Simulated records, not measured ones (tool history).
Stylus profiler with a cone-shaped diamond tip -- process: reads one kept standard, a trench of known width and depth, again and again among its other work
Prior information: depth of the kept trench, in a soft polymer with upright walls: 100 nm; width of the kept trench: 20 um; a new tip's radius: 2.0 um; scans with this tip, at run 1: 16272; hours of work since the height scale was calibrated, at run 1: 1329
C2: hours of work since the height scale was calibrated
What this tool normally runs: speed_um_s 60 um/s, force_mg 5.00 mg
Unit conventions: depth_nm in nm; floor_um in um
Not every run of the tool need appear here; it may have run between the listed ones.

{"run": 1, "hour": 0.0, "speed_um_s": 60, "force_mg": 5.0, "scans with this tip": 16272, "C2": 1329, "depth_nm": 101.4, "floor_um": 17.97}
{"run": 2, "hour": 85.7, "speed_um_s": 60, "force_mg": 5.0, "scans with this tip": 16534, "C2": 1385, "depth_nm": 101.38, "floor_um": 17.91}
{"run": 3, "hour": 145.8, "speed_um_s": 85, "force_mg": 5.0, "scans with this tip": 16718, "C2": 1423, "depth_nm": 101.44, "floor_um": 17.82}
{"run": 4, "hour": 274.1, "speed_um_s": 60, "force_mg": 5.0, "scans with this tip": 17111, "C2": 1506, "depth_nm": 101.27, "floor_um": 17.93}
{"run": 5, "hour": 352.4, "speed_um_s": 60, "force_mg": 5.0, "scans with this tip": 17351, "C2": 1557, "depth_nm": 101.22, "floor_um": 17.96}
{"run": 6, "hour": 464.9, "speed_um_s": 60, "force_mg": 2.69, "scans with this tip": 17696, "C2": 1629, "depth_nm": 100.65, "floor_um": 17.88}
{"run": 7, "hour": 546.9, "speed_um_s": 60, "force_mg": 2.69, "scans with this tip": 17947, "C2": 1682, "depth_nm": 100.52, "floor_um": 17.85}
{"run": 8, "hour": 653.2, "speed_um_s": 60, "force_mg": 5.0, "scans with this tip": 18273, "C2": 1751, "depth_nm": 101.23, "floor_um": 17.9}
{"run": 9, "hour": 715.3, "speed_um_s": 215, "force_mg": 5.0, "scans with this tip": 18463, "C2": 1791, "depth_nm": 101.25, "floor_um": 17.34}
{"run": 10, "hour": 780.8, "speed_um_s": 17, "force_mg": 4.78, "scans with this tip": 18664, "C2": 1833, "depth_nm": 101.11, "floor_um": 17.99}
{"hour": 787.9, "done": "height scale calibrated on a step standard"}
{"run": 11, "hour": 875.1, "speed_um_s": 62, "force_mg": 8.13, "scans with this tip": 18951, "C2": 56, "depth_nm": 101.61, "floor_um": 17.9}
{"run": 12, "hour": 992.7, "speed_um_s": 17, "force_mg": 10.33, "scans with this tip": 19311, "C2": 132, "depth_nm": 102.13, "floor_um": 18.05}
{"run": 13, "hour": 1093.4, "speed_um_s": 46, "force_mg": 4.22, "scans with this tip": 19620, "C2": 197, "depth_nm": 100.65, "floor_um": 17.94}
{"hour": 1190.1, "done": "height scale calibrated on a step standard, once more"}
{"run": 14, "hour": 1190.1, "speed_um_s": 19, "force_mg": 4.22, "scans with this tip": 19915, "C2": 0, "depth_nm": 101.73, "floor_um": 17.99}
{"run": 15, "hour": 1322.4, "speed_um_s": 85, "force_mg": 12.82, "scans with this tip": 20320, "C2": 85, "depth_nm": 103.62, "floor_um": 17.82}
{"run": 16, "hour": 1384.7, "speed_um_s": 43, "force_mg": 3.77, "scans with this tip": 20511, "C2": 125, "depth_nm": 101.6, "floor_um": 17.81}
{"run": 17, "hour": 1458.7, "speed_um_s": 200, "force_mg": 2.43, "scans with this tip": 20738, "C2": 173, "depth_nm": 101.1, "floor_um": 16.96}

Branching from run 17: 5 alternative next runs. What would each branch give?
{"run": "A", "hour": 1523.8, "speed_um_s": 27, "force_mg": 2.59, "scans with this tip": 20937, "C2": 215, "depth_nm": "?", "floor_um": "?"}
{"run": "B", "hour": 1523.8, "speed_um_s": 23, "force_mg": 4.84, "scans with this tip": 20937, "C2": 215, "depth_nm": "?", "floor_um": "?"}
{"run": "C", "hour": 1523.8, "speed_um_s": 61, "force_mg": 5.0, "scans with this tip": 20937, "C2": 215, "depth_nm": "?", "floor_um": "?"}
{"run": "D", "hour": 1523.8, "speed_um_s": 60, "force_mg": 8.32, "scans with this tip": 20937, "C2": 215, "depth_nm": "?", "floor_um": "?"}
{"run": "E", "hour": 1523.8, "speed_um_s": 40, "force_mg": 2.43, "scans with this tip": 20937, "C2": 215, "depth_nm": "?", "floor_um": "?"}

run=A depth_nm=101.19 floor_um=17.95
run=B depth_nm=101.83 floor_um=17.92
run=C depth_nm=101.91 floor_um=17.81
run=D depth_nm=102.62 floor_um=17.82
run=E depth_nm=101.16 floor_um=17.87
Had the tool no hidden state, the same runs would have come out as:
run=A depth_nm=101.28 floor_um=18.66
run=B depth_nm=101.92 floor_um=18.62
run=C depth_nm=102.00 floor_um=18.51
run=D depth_nm=102.71 floor_um=18.53
run=E depth_nm=101.25 floor_um=18.58
